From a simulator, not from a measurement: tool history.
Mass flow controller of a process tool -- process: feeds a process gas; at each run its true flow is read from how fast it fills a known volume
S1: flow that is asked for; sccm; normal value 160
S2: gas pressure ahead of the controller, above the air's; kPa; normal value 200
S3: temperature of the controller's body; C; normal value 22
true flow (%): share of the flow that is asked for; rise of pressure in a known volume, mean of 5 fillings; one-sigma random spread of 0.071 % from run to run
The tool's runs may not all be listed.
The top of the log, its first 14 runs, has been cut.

Run 15, day 172.000: usual settings but S3 24 C. Result: true flow (%) 104.59.
Run 16, day 186.096: usual settings but S3 24 C. Result: true flow (%) 104.94.
At day 197.988: controller's zero set anew.
Run 17, day 197.988: usual settings. Result: true flow (%) 103.96.
Run 18, day 208.412: usual settings but S3 37 C. Result: true flow (%) 104.96.
Run 19, day 215.667: usual settings but S3 37 C. Result: true flow (%) 104.96.
Run 20, day 229.729: usual settings but S1 29 sccm, S3 28 C. Result: true flow (%) 105.49.
Run 21, day 239.988: usual settings but S1 29 sccm, S3 28 C. Result: true flow (%) 105.89.
At day 244.004: controller exchanged for a calibrated one.
Run 22, day 248.317: usual settings but S1 29 sccm, S2 213 kPa, S3 32 C. Result: true flow (%) 100.04.
Run 23, day 255.612: usual settings but S1 172 sccm, S2 213 kPa, S3 29 C. Result: true flow (%) 100.42.
Run 24, day 266.788: usual settings but S1 170 sccm, S2 188 kPa, S3 40 C. Result: true flow (%) 101.24.
Run 25, day 279.062: usual settings but S1 170 sccm, S2 188 kPa, S3 40 C. Result: true flow (%) 101.34.
Run 26, day 294.300: usual settings but S1 62 sccm, S2 151 kPa, S3 33 C. Result: true flow (%) 101.70.
Run 27, day 305.475: usual settings but S1 62 sccm, S2 151 kPa, S3 33 C. Result: true flow (%) 101.87.
Run 28, day 317.325: usual settings but S1 62 sccm, S2 151 kPa, S3 33 C. Result: true flow (%) 102.40.
Run 29, day 332.188: usual settings but S1 117 sccm, S2 178 kPa, S3 34 C. Result: true flow (%) 102.27.
Run 30, day 340.008: usual settings but S1 117 sccm, S2 178 kPa, S3 34 C. Result: true flow (%) 102.44.
Run 31, day 355.854: usual settings but S1 117 sccm, S2 178 kPa, S3 34 C. Result: true flow (%) 103.01.
Run 32, day 364.396: usual settings but S1 20 sccm, S2 230 kPa, S3 32 C. Result: true flow (%) 106.44.
Run 33, day 376.108: usual settings but S1 65 sccm, S2 211 kPa. Result: true flow (%) 103.22.
Run 34, day 386.904: usual settings but S1 155 sccm, S2 151 kPa, S3 24 C. Result: true flow (%) 102.95.
Run 35, day 398.117: usual settings but S1 70 sccm, S2 171 kPa, S3 23 C. Result: true flow (%) 103.77.
Run 36, day 413.050: usual settings but S1 36 sccm, S2 157 kPa, S3 31 C. Result: true flow (%) 106.45.
Run 37, day 429.346: usual settings but S1 62 sccm, S2 159 kPa, S3 30 C. Result: true flow (%) 105.44.
Run 38, day 442.496: usual settings but S1 62 sccm, S2 228 kPa, S3 33 C. Result: true flow (%) 105.75.

Each row is a separate what-if for the run after 38, all from the same tool condition, not one after another. Results?
Run A, day 458.392: usual settings but S1 117 sccm, S3 40 C. Result: true flow (%) ?.
Run B, day 458.392: usual settings but S1 27 sccm, S2 228 kPa, S3 27 C. Result: true flow (%) ?.
Run C, day 458.392: usual settings but S1 46 sccm, S2 181 kPa, S3 33 C. Result: true flow (%) ?.

run  true flow (%)
  A         105.45
  B         109.29
  C         107.23
Stripped of hidden state, with their random variation kept, the same runs would have yielded:
run  true flow (%)
  A         100.39
  B          99.41
  C          99.94

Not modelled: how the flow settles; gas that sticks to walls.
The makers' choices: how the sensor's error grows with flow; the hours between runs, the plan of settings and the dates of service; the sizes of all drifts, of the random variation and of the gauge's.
